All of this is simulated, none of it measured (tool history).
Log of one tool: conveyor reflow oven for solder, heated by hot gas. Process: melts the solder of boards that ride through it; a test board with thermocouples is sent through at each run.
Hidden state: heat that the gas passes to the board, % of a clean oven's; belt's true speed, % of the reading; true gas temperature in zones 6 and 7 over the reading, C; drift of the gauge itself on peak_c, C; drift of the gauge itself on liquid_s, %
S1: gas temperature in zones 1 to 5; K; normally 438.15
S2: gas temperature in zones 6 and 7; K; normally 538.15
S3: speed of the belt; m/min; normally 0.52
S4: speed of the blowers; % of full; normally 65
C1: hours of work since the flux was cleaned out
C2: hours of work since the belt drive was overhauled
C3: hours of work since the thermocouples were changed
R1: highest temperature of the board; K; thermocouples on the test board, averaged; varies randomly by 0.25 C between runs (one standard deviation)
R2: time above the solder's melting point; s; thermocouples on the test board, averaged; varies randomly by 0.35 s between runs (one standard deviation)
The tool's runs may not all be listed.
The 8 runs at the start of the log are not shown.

run	hour	S1	S2	S3	S4	C1	C2	C3	R1	R2
9	148.1	438.15	545.15	0.52	65	66	168	116	525.55	64.6
10	164.1	438.15	545.15	0.518	65	74	176	125	525.35	65.2
11	175.4	438.15	545.15	0.518	65	80	182	130	525.25	64.8
12	188	438.15	545.15	0.518	65	87	189	137	524.95	64.7
13	201.3	438.15	545.15	0.518	65	93	196	144	526.05	65.1
14	223.5	438.15	538.15	0.52	85	105	207	156	524.65	65.8
15	240.5	438.15	538.15	0.52	85	114	216	164	524.75	65.6
16	263.5	438.15	538.15	0.52	85	126	228	176	524.75	65.3
17	277.8	427.15	533.15	0.594	61	133	235	184	505.35	29.7
18	299.6	427.15	533.15	0.467	61	145	247	195	515.15	57
19	311.5	432.15	546.15	0.56	61	151	253	201	519.45	51.5
20	326.7	432.15	546.15	0.56	61	159	261	209	519.65	50.9
21	347.1	423.15	538.15	0.595	65	170	272	220	509.45	35.1
22	369	445.15	538.15	0.52	61	181	283	231	518.45	59.8
23	385.5	445.15	530.15	0.447	83	190	292	240	521.25	79.2
24	400.6	438.15	538.15	0.563	70	197	300	248	517.35	52.2
25	415.7	438.15	538.15	0.563	70	205	307	256	517.45	51.6
26	437.8	438.15	538.15	0.563	70	217	319	267	517.15	51.2
27	457.6	438.15	529.15	0.52	77	227	329	278	514.05	54.1
28	479.7	438.15	528.15	0.556	77	239	341	289	510.85	45.3
# hour 485.9: flux residue cleaned out of gas plates and filters
29	498.1	448.15	538.15	0.52	51	6	348	296	516.55	58.4
30	513.6	430.15	527.15	0.545	79	14	356	304	511.85	46.9
31	535.1	433.15	538.15	0.52	65	26	367	315	519.25	56.7

Predict each of these 4 candidate next runs independently; none follows another, all start after run 31:
A	545	438.15	548.15	0.52	65	31	372	321	?	?
B	545	433.15	534.15	0.52	65	31	372	321	?	?
C	545	443.15	538.15	0.52	65	31	372	321	?	?
D	545	433.15	541.15	0.52	57	31	372	321	?	?

run	R1	R2
A	528.65	67
B	515.55	53.2
C	521.15	62.3
D	518.35	54.4
With no hidden state in the tool, these same runs would have given:
run	R1	R2
A	528.45	66.7
B	515.35	52.8
C	520.85	61.9
D	518.05	54
